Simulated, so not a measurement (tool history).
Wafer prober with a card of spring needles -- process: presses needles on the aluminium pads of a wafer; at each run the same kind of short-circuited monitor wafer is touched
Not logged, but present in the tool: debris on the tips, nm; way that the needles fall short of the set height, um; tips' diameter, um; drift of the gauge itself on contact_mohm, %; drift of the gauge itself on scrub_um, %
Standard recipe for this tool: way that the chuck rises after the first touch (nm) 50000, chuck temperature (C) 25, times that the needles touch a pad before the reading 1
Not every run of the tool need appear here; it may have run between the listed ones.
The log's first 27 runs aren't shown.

run	hour	way that the chuck rises after the first touch (nm)	chuck temperature (C)	times that the needles touch a pad before the reading	touches since the tips were cleaned	cleanings since the card got new needles	touches since the first contact's height was set	resistance of one needle with its contact and lead (mohm)	way that a needle slides on the pad (nm)
28	464.2	42000	53	1	5333	26	45009	577	7070
# hour 471.6: tips cleaned on abrasive film
29	479.7	67000	80	1	1966	27	48722	232	11330
30	494.8	36000	80	3	5607	27	52363	355	6040
# hour 501.3: tips cleaned on abrasive film
31	514.6	43000	25	2	3234	28	57137	349	7200
32	525.1	43000	25	1	5768	28	59671	598	7220
# hour 530: tips cleaned on abrasive film
33	542.8	31000	73	2	3096	29	63914	533	5150
# hour 558.7: tips cleaned on abrasive film
34	560.2	66000	45	2	356	30	68098	148	11090
35	575.2	66000	45	2	3983	30	71725	233	11080

3 ways to go on from here, each from the tool as it stands after run 35. What would each give?
# hour 583.8: height of the first contact set anew
A	586.6	66000	30	2	6649	30	679	?	?
# hour 583.8: height of the first contact set anew
B	586.6	66000	116	2	6649	30	679	?	?
# hour 583.8: height of the first contact set anew
C	586.6	49000	95	2	6649	30	679	?	?

run	resistance of one needle with its contact and lead (mohm)	way that a needle slides on the pad (nm)
A	249	11260
B	245	11280
C	330	8340
The same runs, with their run-to-run variation unchanged, on a tool lacking any hidden condition would have given:
run	resistance of one needle with its contact and lead (mohm)	way that a needle slides on the pad (nm)
A	122	11260
B	135	11280
C	136	8340
